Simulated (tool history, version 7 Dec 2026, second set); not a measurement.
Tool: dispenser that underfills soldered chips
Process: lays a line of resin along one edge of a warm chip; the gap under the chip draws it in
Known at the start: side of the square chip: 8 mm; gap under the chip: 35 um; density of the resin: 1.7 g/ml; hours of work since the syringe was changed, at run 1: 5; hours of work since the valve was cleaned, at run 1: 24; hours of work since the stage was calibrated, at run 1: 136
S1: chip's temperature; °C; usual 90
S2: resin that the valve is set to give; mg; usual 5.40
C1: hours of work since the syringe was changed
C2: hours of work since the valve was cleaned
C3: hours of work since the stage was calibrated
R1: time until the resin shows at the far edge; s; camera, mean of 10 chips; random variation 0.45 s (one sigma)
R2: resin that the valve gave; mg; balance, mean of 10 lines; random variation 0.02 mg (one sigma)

run,hour,S1,S2,C1,C2,C3,R1,R2
1,0.0,90,5.40,5,24,136,42.4,5.38
# hour 0.6: new syringe of resin
2,4.1,90,5.40,2,26,139,36.4,5.36
3,6.9,90,5.40,4,28,141,39.9,5.39
# hour 8.6: new syringe of resin
4,12.0,90,5.40,2,31,144,36.7,5.34
5,15.5,90,5.40,5,34,146,41.2,5.29
# hour 16.6: new syringe of resin
6,18.1,90,5.40,1,35,148,34.5,5.33
7,20.9,90,5.40,3,37,150,37.2,5.35
# hour 24.7: new syringe of resin
8,24.9,90,4.78,0,39,152,34.9,4.71
9,30.2,90,5.40,4,43,156,39.0,5.30
# hour 32.8: new syringe of resin
10,34.6,96,5.40,1,46,158,27.6,5.30
11,37.1,96,5.40,3,47,160,30.5,5.33
# hour 41.0: new syringe of resin
12,42.0,94,5.40,1,50,163,29.1,5.33
13,45.0,94,5.40,3,52,165,32.3,5.29
# hour 49.1: new syringe of resin
14,49.7,94,5.40,0,55,168,29.0,5.32
15,53.2,94,5.40,3,58,170,32.1,5.27
# hour 57.2: new syringe of resin
16,58.3,94,5.40,1,61,173,27.7,5.31
17,62.7,94,5.40,4,64,176,32.7,5.29
# hour 65.3: new syringe of resin
18,68.2,94,5.40,2,67,180,29.6,5.28
19,71.0,103,5.40,4,69,182,23.4,5.26
# hour 73.2: new syringe of resin
20,74.4,99,5.40,1,71,184,24.2,5.25
21,79.9,99,5.40,4,75,187,28.3,5.22
# hour 81.2: new syringe of resin
22,85.5,91,6.50,3,78,191,35.2,6.33
23,88.5,99,5.40,5,80,193,28.0,5.26
# hour 89.2: new syringe of resin
24,93.6,77,4.90,3,83,196,68.3,4.74
# hour 97.4: new syringe of resin
25,98.6,87,4.93,1,86,199,40.0,4.78
26,103.6,90,5.91,4,90,202,38.9,5.72
# hour 105.3: new syringe of resin
27,108.3,90,5.91,2,93,205,36.6,5.70
28,111.8,76,5.53,4,95,208,72.2,5.32
# hour 113.4: new syringe of resin
29,114.5,102,6.90,1,97,209,19.8,6.68
30,116.9,104,5.73,2,98,211,20.3,5.50
31,119.6,104,5.73,4,100,213,21.5,5.52
# hour 121.6: new syringe of resin
32,125.4,104,5.73,3,104,216,21.0,5.51
# hour 129.5: new syringe of resin
33,130.2,104,5.73,0,107,219,19.3,5.51
34,135.1,103,5.73,4,110,222,22.2,5.52
# hour 137.5: new syringe of resin
35,139.1,105,5.06,1,112,225,19.2,4.84
36,144.2,105,5.06,4,116,228,22.3,4.84

3 ways to go on from here, each from the tool as it stands after run 36. What would each give?
# hour 145.4: new syringe of resin
A,148.9,90,6.22,2,119,231,?,?
# hour 145.4: new syringe of resin
B,148.9,79,5.40,2,119,231,?,?
# hour 145.4: new syringe of resin
C,148.9,81,5.94,2,119,231,?,?

run,R1,R2
A,36.7,5.98
B,59.1,5.15
C,54.1,5.67
Without the tool's hidden state the same runs would have given:
run,R1,R2
A,33.5,6.24
B,53.8,5.38
C,49.5,5.92
